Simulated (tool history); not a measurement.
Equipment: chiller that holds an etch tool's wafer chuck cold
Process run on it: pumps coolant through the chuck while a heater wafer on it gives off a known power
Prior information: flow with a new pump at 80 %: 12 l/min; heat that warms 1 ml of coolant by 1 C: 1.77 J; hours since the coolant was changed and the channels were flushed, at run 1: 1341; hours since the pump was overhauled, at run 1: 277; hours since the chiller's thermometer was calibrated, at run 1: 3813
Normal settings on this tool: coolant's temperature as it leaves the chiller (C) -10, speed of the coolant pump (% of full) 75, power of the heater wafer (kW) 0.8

run   hour  coolant's temperature as it leaves the chiller (C)  speed of the coolant pump (% of full)  power of the heater wafer (kW)  hours since the coolant was changed and the channels were flushed  hours since the pump was overhauled  hours since the chiller's thermometer was calibrated  chuck's temperature once it has settled (C)  how much warmer the coolant comes back (C)
  1      0                                                 -10                                     75                             0.8                                                               1341                                  277                                                  3813                                         -2.5                                        2.46
  2     20                                                 -10                                     81                             0.8                                                               1361                                  297                                                  3833                                         -2.9                                        2.32
  3   45.4                                                 -10                                     81                             0.8                                                               1386                                  323                                                  3859                                         -2.7                                        2.23
      73.6  -- chiller's thermometer calibrated
  4   74.3                                                 -10                                     81                             0.8                                                               1414                                  351                                                     1                                         -3.4                                        2.25
  5   97.4                                                 -10                                     81                             0.8                                                               1437                                  374                                                    24                                         -3.4                                        2.24
  6  114.3                                                 -10                                     75                           0.624                                                               1454                                  391                                                    41                                         -4.6                                        1.94
  7  143.1                                                 -10                                     75                           0.624                                                               1483                                  420                                                    70                                         -4.7                                        1.91
  8  172.9                                                  -5                                     75                             0.8                                                               1513                                  449                                                    99                                          1.8                                        2.43
  9  188.7                                                 -10                                     93                             0.8                                                               1529                                  465                                                   115                                         -3.9                                        1.94
 10  207.2                                                 -10                                     93                             0.8                                                               1547                                  484                                                   134                                           -4                                        1.96
 11  237.8                                                 -10                                     75                           1.133                                                               1578                                  514                                                   164                                         -0.3                                        3.46
 12  259.8                                                 -10                                     75                           1.133                                                               1600                                  536                                                   186                                         -0.2                                        3.52
 13  284.4                                                 -10                                     75                             0.8                                                               1624                                  561                                                   211                                         -3.1                                        2.53
 14  308.3                                                 -10                                     75                             0.8                                                               1648                                  585                                                   235                                           -3                                        2.45
 15  338.7                                                 -14                                     75                             0.8                                                               1679                                  615                                                   265                                           -7                                        2.43
 16    356                                                 -13                                     75                           0.505                                                               1696                                  632                                                   282                                         -8.7                                        1.56
 17  384.8                                                  -1                                     75                             0.8                                                               1725                                  661                                                   311                                          5.9                                        2.43
 18  403.8                                                 -10                                     86                             0.8                                                               1744                                  680                                                   330                                         -3.7                                        2.11
 19  423.2                                                  -8                                     75                           0.707                                                               1763                                  700                                                   350                                         -1.7                                        2.18
 20  436.2                                                 -10                                     98                           0.611                                                               1776                                  713                                                   363                                         -5.5                                        1.38
 21  450.9                                                 -10                                     80                           1.168                                                               1791                                  727                                                   377                                         -0.2                                        3.34
 22  466.8                                                 -10                                     80                           1.168                                                               1807                                  743                                                   393                                         -0.2                                        3.39
 23  484.9                                                 -10                                     78                           1.168                                                               1825                                  761                                                   411                                            0                                        3.47
 24  512.9                                                 -10                                     78                           1.168                                                               1853                                  789                                                   439                                            0                                        3.47
 25  540.4                                                 -10                                     61                             0.8                                                               1880                                  817                                                   467                                         -1.8                                        3.15
 26  557.2                                                 -17                                     74                           0.647                                                               1897                                  834                                                   484                                        -11.2                                        2.05
 27  577.8                                                 -19                                     75                           0.511                                                               1918                                  854                                                   504                                        -14.4                                        1.55
 28  603.6                                                 -19                                     75                           0.511                                                               1943                                  880                                                   530                                        -14.1                                        1.56

Run by run, hidden condition taken away, random variation retained:
Unlogged tool condition in this case: heat passed by the chuck's channels, % of clean ones'; flow at a given pump speed, % of a new pump's; coolant's true temperature over the reading, C; drift of the gauge itself on chuck_c, C; drift of the gauge itself on warmer_back_c, C.
run  chuck's temperature once it has settled (C)  how much warmer the coolant comes back (C)
  1                                         -3.6                                        2.45
  2                                           -4                                         2.3
  3                                         -3.8                                        2.21
  4                                         -3.8                                        2.23
  5                                         -3.8                                        2.22
  6                                         -4.9                                        1.92
  7                                           -5                                        1.89
  8                                          1.3                                         2.4
  9                                         -4.3                                        1.92
 10                                         -4.4                                        1.94
 11                                         -0.9                                        3.42
 12                                         -0.9                                        3.48
 13                                         -3.6                                        2.49
 14                                         -3.5                                        2.41
 15                                         -7.5                                         2.4
 16                                         -9.1                                        1.54
 17                                          5.4                                        2.39
 18                                         -4.2                                        2.08
 19                                         -2.3                                        2.14
 20                                         -5.9                                        1.36
 21                                           -1                                        3.28
 22                                           -1                                        3.32
 23                                         -0.8                                         3.4
 24                                         -0.8                                         3.4
 25                                         -2.5                                        3.08
 26                                        -11.7                                        2.01
 27                                        -14.8                                        1.51
 28                                        -14.6                                        1.52
